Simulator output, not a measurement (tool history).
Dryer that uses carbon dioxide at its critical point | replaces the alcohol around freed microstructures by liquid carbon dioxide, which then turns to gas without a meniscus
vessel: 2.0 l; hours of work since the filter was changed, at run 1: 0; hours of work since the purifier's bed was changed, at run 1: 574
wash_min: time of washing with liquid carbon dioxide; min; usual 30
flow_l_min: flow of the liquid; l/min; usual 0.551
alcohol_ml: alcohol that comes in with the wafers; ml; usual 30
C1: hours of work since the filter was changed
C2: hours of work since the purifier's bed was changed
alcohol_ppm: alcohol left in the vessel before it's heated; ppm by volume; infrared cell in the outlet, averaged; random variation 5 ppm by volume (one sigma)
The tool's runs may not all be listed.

{"run": 1, "day": 0.0, "wash_min": 30, "flow_l_min": 0.551, "alcohol_ml": 30, "C1": 0, "C2": 574, "alcohol_ppm": 72}
{"run": 2, "day": 1.733, "wash_min": 30, "flow_l_min": 0.551, "alcohol_ml": 30, "C1": 19, "C2": 593, "alcohol_ppm": 69}
{"run": 3, "day": 3.312, "wash_min": 30, "flow_l_min": 0.551, "alcohol_ml": 30, "C1": 35, "C2": 610, "alcohol_ppm": 79}
{"run": 4, "day": 4.612, "wash_min": 30, "flow_l_min": 0.551, "alcohol_ml": 30, "C1": 49, "C2": 623, "alcohol_ppm": 72}
{"run": 5, "day": 7.417, "wash_min": 30, "flow_l_min": 0.551, "alcohol_ml": 30, "C1": 79, "C2": 653, "alcohol_ppm": 70}
{"run": 6, "day": 8.912, "wash_min": 30, "flow_l_min": 0.551, "alcohol_ml": 20, "C1": 95, "C2": 669, "alcohol_ppm": 86}
{"run": 7, "day": 11.121, "wash_min": 30, "flow_l_min": 0.551, "alcohol_ml": 20, "C1": 119, "C2": 693, "alcohol_ppm": 71}
{"run": 8, "day": 12.679, "wash_min": 30, "flow_l_min": 0.551, "alcohol_ml": 30, "C1": 135, "C2": 710, "alcohol_ppm": 77}
{"run": 9, "day": 15.238, "wash_min": 30, "flow_l_min": 0.551, "alcohol_ml": 31, "C1": 163, "C2": 737, "alcohol_ppm": 94}
{"run": 10, "day": 17.488, "wash_min": 30, "flow_l_min": 0.551, "alcohol_ml": 31, "C1": 187, "C2": 761, "alcohol_ppm": 89}
{"run": 11, "day": 19.938, "wash_min": 30, "flow_l_min": 0.551, "alcohol_ml": 31, "C1": 213, "C2": 787, "alcohol_ppm": 84}
{"run": 12, "day": 21.633, "wash_min": 30, "flow_l_min": 0.551, "alcohol_ml": 31, "C1": 231, "C2": 805, "alcohol_ppm": 94}
{"run": 13, "day": 24.508, "wash_min": 30, "flow_l_min": 0.551, "alcohol_ml": 55, "C1": 261, "C2": 836, "alcohol_ppm": 104}
{"day": 25.979, "done": "inlet filter changed"}
{"run": 14, "day": 26.979, "wash_min": 25, "flow_l_min": 0.551, "alcohol_ml": 30, "C1": 11, "C2": 862, "alcohol_ppm": 110}
{"day": 28.954, "done": "purifier's bed changed"}
{"run": 15, "day": 29.379, "wash_min": 25, "flow_l_min": 0.551, "alcohol_ml": 30, "C1": 35, "C2": 5, "alcohol_ppm": 26}
{"run": 16, "day": 31.517, "wash_min": 25, "flow_l_min": 0.476, "alcohol_ml": 30, "C1": 58, "C2": 27, "alcohol_ppm": 63}
{"run": 17, "day": 34.267, "wash_min": 30, "flow_l_min": 0.551, "alcohol_ml": 30, "C1": 87, "C2": 57, "alcohol_ppm": 22}
{"run": 18, "day": 36.288, "wash_min": 33, "flow_l_min": 0.551, "alcohol_ml": 50, "C1": 109, "C2": 78, "alcohol_ppm": 24}
{"run": 19, "day": 38.096, "wash_min": 22, "flow_l_min": 0.551, "alcohol_ml": 45, "C1": 128, "C2": 98, "alcohol_ppm": 86}
{"run": 20, "day": 40.758, "wash_min": 32, "flow_l_min": 0.418, "alcohol_ml": 51, "C1": 156, "C2": 126, "alcohol_ppm": 71}
{"run": 21, "day": 43.154, "wash_min": 32, "flow_l_min": 0.418, "alcohol_ml": 51, "C1": 182, "C2": 151, "alcohol_ppm": 80}
{"run": 22, "day": 45.388, "wash_min": 21, "flow_l_min": 0.336, "alcohol_ml": 91, "C1": 206, "C2": 175, "alcohol_ppm": 1900}
{"run": 23, "day": 48.4, "wash_min": 42, "flow_l_min": 0.336, "alcohol_ml": 118, "C1": 238, "C2": 207, "alcohol_ppm": 133}
{"run": 24, "day": 50.012, "wash_min": 42, "flow_l_min": 0.336, "alcohol_ml": 118, "C1": 255, "C2": 225, "alcohol_ppm": 144}
{"run": 25, "day": 51.933, "wash_min": 42, "flow_l_min": 0.347, "alcohol_ml": 63, "C1": 276, "C2": 245, "alcohol_ppm": 88}
{"day": 52.262, "done": "inlet filter changed"}
{"run": 26, "day": 53.971, "wash_min": 40, "flow_l_min": 0.551, "alcohol_ml": 30, "C1": 18, "C2": 266, "alcohol_ppm": 27}
{"run": 27, "day": 56.346, "wash_min": 40, "flow_l_min": 0.499, "alcohol_ml": 30, "C1": 44, "C2": 292, "alcohol_ppm": 39}
{"run": 28, "day": 58.796, "wash_min": 32, "flow_l_min": 0.555, "alcohol_ml": 30, "C1": 70, "C2": 318, "alcohol_ppm": 37}
{"run": 29, "day": 60.212, "wash_min": 30, "flow_l_min": 0.551, "alcohol_ml": 20, "C1": 85, "C2": 333, "alcohol_ppm": 48}
{"run": 30, "day": 62.571, "wash_min": 30, "flow_l_min": 0.527, "alcohol_ml": 20, "C1": 110, "C2": 358, "alcohol_ppm": 46}
{"run": 31, "day": 65.004, "wash_min": 30, "flow_l_min": 0.574, "alcohol_ml": 20, "C1": 136, "C2": 384, "alcohol_ppm": 46}
{"run": 32, "day": 67.308, "wash_min": 30, "flow_l_min": 0.574, "alcohol_ml": 20, "C1": 160, "C2": 409, "alcohol_ppm": 47}
{"run": 33, "day": 69.004, "wash_min": 37, "flow_l_min": 0.378, "alcohol_ml": 30, "C1": 179, "C2": 427, "alcohol_ppm": 72}
{"run": 34, "day": 71.954, "wash_min": 36, "flow_l_min": 0.927, "alcohol_ml": 21, "C1": 210, "C2": 458, "alcohol_ppm": 44}

Some steps in alcohol_ppm between neighbouring runs. How much of each would the tool show without its hidden state too (settings, what came in, random variation), and how much is left for the hidden state, with any gauge scatter that isn't in both results?
The hidden state here: flow that reaches the vessel past the clogged filter, %; alcohol in the recycled carbon dioxide, ppm; drift of the gauge itself on alcohol_ppm, %.
Run 14 -> 15: purifier's bed changed. alcohol_ppm -84 ppm by volume: hidden state -85, all else +1.
Run 21 -> 22: wash_min 32 -> 21, flow_l_min 0.418 -> 0.336, alcohol_ml 51 -> 91. alcohol_ppm +1820 ppm by volume: hidden state +243, all else +1577.
Run 22 -> 23: wash_min 21 -> 42, alcohol_ml 91 -> 118. alcohol_ppm -1767 ppm by volume: hidden state -218, all else -1549.

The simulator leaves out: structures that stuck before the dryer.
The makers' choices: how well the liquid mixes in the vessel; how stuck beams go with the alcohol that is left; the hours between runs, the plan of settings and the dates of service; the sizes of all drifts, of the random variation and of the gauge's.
